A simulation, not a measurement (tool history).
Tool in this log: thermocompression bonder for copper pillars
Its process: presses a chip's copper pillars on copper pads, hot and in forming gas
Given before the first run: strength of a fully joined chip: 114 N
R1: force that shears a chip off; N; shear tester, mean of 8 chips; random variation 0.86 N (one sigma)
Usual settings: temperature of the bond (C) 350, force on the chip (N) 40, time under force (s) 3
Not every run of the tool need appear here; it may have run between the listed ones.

Run 1, hour 0.0: usual settings. Result: R1 66.3 N.
Run 2, hour 14.0: usual settings. Result: R1 67.2 N.
Run 3, hour 39.4: usual settings but time under force (s) 6. Result: R1 78.9 N.
Run 4, hour 63.4: usual settings but time under force (s) 6. Result: R1 80.2 N.
Run 5, hour 75.1: usual settings. Result: R1 65.2 N.
Run 6, hour 90.0: usual settings. Result: R1 66.4 N.
Run 7, hour 107.3: usual settings. Result: R1 66.2 N.
Run 8, hour 125.4: usual settings but temperature of the bond (C) 343. Result: R1 63.8 N.
At hour 139.7: forming gas filter changed.
Run 9, hour 142.3: usual settings. Result: R1 72.6 N.
Run 10, hour 166.3: usual settings. Result: R1 71.3 N.
Run 11, hour 177.4: usual settings but force on the chip (N) 52. Result: R1 81.4 N.
Run 12, hour 199.8: usual settings but force on the chip (N) 52. Result: R1 80.2 N.
Run 13, hour 221.8: usual settings but temperature of the bond (C) 320, force on the chip (N) 43, time under force (s) 5. Result: R1 64.8 N.
Run 14, hour 233.8: usual settings but temperature of the bond (C) 320, force on the chip (N) 43, time under force (s) 5. Result: R1 63.8 N.
Run 15, hour 253.0: usual settings but temperature of the bond (C) 320, force on the chip (N) 31. Result: R1 42.8 N.
Run 16, hour 264.2: usual settings but temperature of the bond (C) 320, force on the chip (N) 31. Result: R1 42.1 N.
Run 17, hour 282.2: usual settings but temperature of the bond (C) 363, force on the chip (N) 32. Result: R1 69.5 N.
Run 18, hour 305.9: usual settings but temperature of the bond (C) 334, force on the chip (N) 36, time under force (s) 4. Result: R1 61.6 N.
Run 19, hour 332.0: usual settings but temperature of the bond (C) 353, force on the chip (N) 36, time under force (s) 2. Result: R1 59.1 N.
Run 20, hour 353.2: usual settings but temperature of the bond (C) 341, force on the chip (N) 48, time under force (s) 2. Result: R1 63.0 N.
Run 21, hour 366.7: usual settings but temperature of the bond (C) 341, force on the chip (N) 48, time under force (s) 2. Result: R1 63.2 N.
Run 22, hour 393.4: usual settings but temperature of the bond (C) 341, force on the chip (N) 48, time under force (s) 2. Result: R1 64.0 N.
Run 23, hour 408.1: usual settings but time under force (s) 2. Result: R1 60.7 N.
Run 24, hour 420.2: usual settings but temperature of the bond (C) 365, force on the chip (N) 32. Result: R1 67.4 N.

5 ways to go on from here, each from the tool as it stands after run 24. What would each give?
Run A, hour 437.7: usual settings but temperature of the bond (C) 365, force on the chip (N) 32, time under force (s) 7. Result: R1 ?.
Run B, hour 437.7: usual settings but temperature of the bond (C) 342, force on the chip (N) 39, time under force (s) 2. Result: R1 ?.
Run C, hour 437.7: usual settings but temperature of the bond (C) 329, force on the chip (N) 29, time under force (s) 8. Result: R1 ?.
Run D, hour 437.7: usual settings but temperature of the bond (C) 346, force on the chip (N) 32, time under force (s) 4. Result: R1 ?.
Run E, hour 437.7: usual settings but temperature of the bond (C) 320, force on the chip (N) 32. Result: R1 ?.

run    R1
  A  86.0
  B  55.1
  C  62.6
  D  62.6
  E  42.6
With the hidden condition removed and each run's random variation left untouched, the same runs would have given:
run    R1
  A  87.5
  B  55.4
  C  62.9
  D  63.1
  E  42.6

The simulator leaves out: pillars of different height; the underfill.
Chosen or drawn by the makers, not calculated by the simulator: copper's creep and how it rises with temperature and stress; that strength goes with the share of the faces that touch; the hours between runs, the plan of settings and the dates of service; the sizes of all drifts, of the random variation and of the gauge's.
